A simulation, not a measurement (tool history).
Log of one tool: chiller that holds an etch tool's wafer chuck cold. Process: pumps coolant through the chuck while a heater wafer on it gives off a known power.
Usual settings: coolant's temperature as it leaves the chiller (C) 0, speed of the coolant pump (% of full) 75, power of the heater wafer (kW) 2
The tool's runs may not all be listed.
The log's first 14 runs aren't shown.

run   hour  coolant's temperature as it leaves the chiller (C)  speed of the coolant pump (% of full)  power of the heater wafer (kW)  chuck's temperature once it has settled (C)  how much warmer the coolant comes back (C)
 15    323                                                  -1                                     63                               2                                         25.6                                       10.45
 16    342                                                   0                                     75                               2                                         23.4                                        8.73
 17  366.6                                                   0                                     77                               2                                           23                                        8.54
 18  396.8                                                   0                                     77                               2                                         23.1                                        8.56
 19  418.1                                                   0                                     77                               2                                         23.1                                        8.55
 20  443.2                                                   0                                     77                               2                                         23.1                                        8.61
 21  467.2                                                   0                                     77                               2                                         23.1                                        8.55
 22  489.2                                                   0                                     97                           2.421                                         23.9                                        8.34
 23    521                                                   6                                     61                           2.421                                         38.8                                       13.19
 24  538.5                                                  -6                                     91                           2.116                                         15.9                                        7.73
 25  556.5                                                  -6                                     91                           2.116                                         15.8                                        7.75
 26  572.9                                                  -6                                     91                           1.883                                         13.2                                        6.97
 27  592.5                                                  -3                                     91                           1.883                                         16.4                                         6.9
 28  606.3                                                   0                                     71                           1.874                                         23.1                                        8.81
 29  621.1                                                   8                                     73                           1.067                                         20.9                                        5.01
     631.4  -- chiller's thermometer calibrated
 30  650.5                                                   1                                     73                           2.099                                         26.4                                        9.59
 31  674.7                                                   3                                     61                               2                                         29.9                                       11.01
 32    689                                                   0                                     68                           1.205                                         15.1                                        6.04

4 ways to go on from here, each from the tool as it stands after run 32. What would each give?
  A  702.6                                                   9                                     69                           1.039                                            ?                                           ?
  B  702.6                                                   8                                     68                           1.702                                            ?                                           ?
  C  702.6                                                   0                                     68                           2.768                                            ?                                           ?
  D  702.6                                                   4                                     63                           2.231                                            ?                                           ?

run  chuck's temperature once it has settled (C)  how much warmer the coolant comes back (C)
  A                                           22                                        5.24
  B                                         29.4                                         8.5
  C                                         34.9                                       13.51
  D                                         33.6                                       11.79
Without the tool's hidden state the same runs would have given:
run  chuck's temperature once it has settled (C)  how much warmer the coolant comes back (C)
  A                                           22                                        4.92
  B                                         29.4                                        8.18
  C                                         34.9                                       13.18
  D                                         33.6                                       11.47

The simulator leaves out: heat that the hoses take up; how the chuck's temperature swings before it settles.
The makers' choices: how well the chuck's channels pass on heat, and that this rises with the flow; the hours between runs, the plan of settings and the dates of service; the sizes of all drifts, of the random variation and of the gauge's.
